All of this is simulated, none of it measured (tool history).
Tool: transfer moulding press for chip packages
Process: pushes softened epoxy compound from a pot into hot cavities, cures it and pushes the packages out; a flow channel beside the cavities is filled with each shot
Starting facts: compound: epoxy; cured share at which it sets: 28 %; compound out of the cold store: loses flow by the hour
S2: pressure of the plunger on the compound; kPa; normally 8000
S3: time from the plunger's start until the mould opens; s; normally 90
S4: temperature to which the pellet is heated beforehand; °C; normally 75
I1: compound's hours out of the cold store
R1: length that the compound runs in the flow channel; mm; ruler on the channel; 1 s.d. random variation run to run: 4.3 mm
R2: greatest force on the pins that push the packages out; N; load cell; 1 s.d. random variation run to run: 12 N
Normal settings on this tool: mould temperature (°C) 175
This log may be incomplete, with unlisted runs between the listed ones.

run 1 hour=0.0 | mould_temperature_(°C)=175 S2=8000 S3=90 S4=75 | I1=39.2 | R1=670 R2=580
-- hour=14.9 cavities cleaned with cleaning compound and waxed
run 2 hour=35.6 | mould_temperature_(°C)=175 S2=8000 S3=90 S4=75 | I1=39.0 | R1=665 R2=578
-- hour=59.0 cavities cleaned with cleaning compound and waxed
run 3 hour=71.1 | mould_temperature_(°C)=175 S2=8000 S3=90 S4=75 | I1=34.5 | R1=684 R2=573
run 4 hour=93.6 | mould_temperature_(°C)=175 S2=8000 S3=89 S4=75 | I1=16.3 | R1=724 R2=606
-- hour=102.1 cavities cleaned with cleaning compound and waxed
run 5 hour=111.7 | mould_temperature_(°C)=175 S2=8000 S3=89 S4=75 | I1=39.5 | R1=670 R2=579
run 6 hour=128.0 | mould_temperature_(°C)=175 S2=8000 S3=89 S4=75 | I1=26.3 | R1=705 R2=600
-- hour=139.0 plunger's sealing rings changed
-- hour=147.5 cavities cleaned with cleaning compound and waxed
run 7 hour=158.0 | mould_temperature_(°C)=175 S2=8000 S3=89 S4=75 | I1=27.9 | R1=699 R2=599
run 8 hour=180.6 | mould_temperature_(°C)=175 S2=8000 S3=89 S4=75 | I1=21.2 | R1=702 R2=588
-- hour=189.6 cavities cleaned with cleaning compound and waxed
run 9 hour=220.8 | mould_temperature_(°C)=175 S2=8490 S3=112 S4=68 | I1=13.6 | R1=749 R2=472
-- hour=232.8 cavities cleaned with cleaning compound and waxed
run 10 hour=248.9 | mould_temperature_(°C)=175 S2=8490 S3=112 S4=68 | I1=15.5 | R1=753 R2=459
-- hour=274.7 cavities cleaned with cleaning compound and waxed
run 11 hour=277.5 | mould_temperature_(°C)=175 S2=8000 S3=90 S4=80 | I1=9.9 | R1=739 R2=606
run 12 hour=307.0 | mould_temperature_(°C)=171 S2=6800 S3=90 S4=83 | I1=30.8 | R1=641 R2=720
-- hour=316.2 cavities cleaned with cleaning compound and waxed
run 13 hour=344.6 | mould_temperature_(°C)=169 S2=6860 S3=77 S4=77 | I1=18.8 | R1=675 R2=1268
-- hour=358.2 cavities cleaned with cleaning compound and waxed
run 14 hour=378.7 | mould_temperature_(°C)=169 S2=6860 S3=77 S4=77 | I1=36.6 | R1=644 R2=1213
-- hour=401.2 cavities cleaned with cleaning compound and waxed
run 15 hour=411.3 | mould_temperature_(°C)=175 S2=8000 S3=90 S4=79 | I1=29.5 | R1=692 R2=593
run 16 hour=437.9 | mould_temperature_(°C)=181 S2=9510 S3=88 S4=76 | I1=19.1 | R1=761 R2=479

Here are 5 independent what-if runs from the current tool condition. What would each one return?
-- hour=442.5 cavities cleaned with cleaning compound and waxed
run A hour=474.7 | mould_temperature_(°C)=172 S2=9560 S3=125 S4=75 | I1=27.6 | R1=? R2=?
-- hour=442.5 cavities cleaned with cleaning compound and waxed
run B hour=474.7 | mould_temperature_(°C)=177 S2=9000 S3=88 S4=69 | I1=43.3 | R1=? R2=?
-- hour=442.5 cavities cleaned with cleaning compound and waxed
run C hour=474.7 | mould_temperature_(°C)=175 S2=8430 S3=90 S4=75 | I1=27.3 | R1=? R2=?
-- hour=442.5 cavities cleaned with cleaning compound and waxed
run D hour=474.7 | mould_temperature_(°C)=170 S2=9510 S3=88 S4=76 | I1=33.9 | R1=? R2=?
-- hour=442.5 cavities cleaned with cleaning compound and waxed
run E hour=474.7 | mould_temperature_(°C)=181 S2=9510 S3=90 S4=76 | I1=22.7 | R1=? R2=?

run=A R1=767 R2=463
run=B R1=705 R2=557
run=C R1=711 R2=602
run=D R1=758 R2=837
run=E R1=765 R2=475
Stripped of hidden state, with their random variation kept, the same runs would have yielded:
run=A R1=767 R2=461
run=B R1=705 R2=554
run=C R1=712 R2=600
run=D R1=759 R2=834
run=E R1=766 R2=473
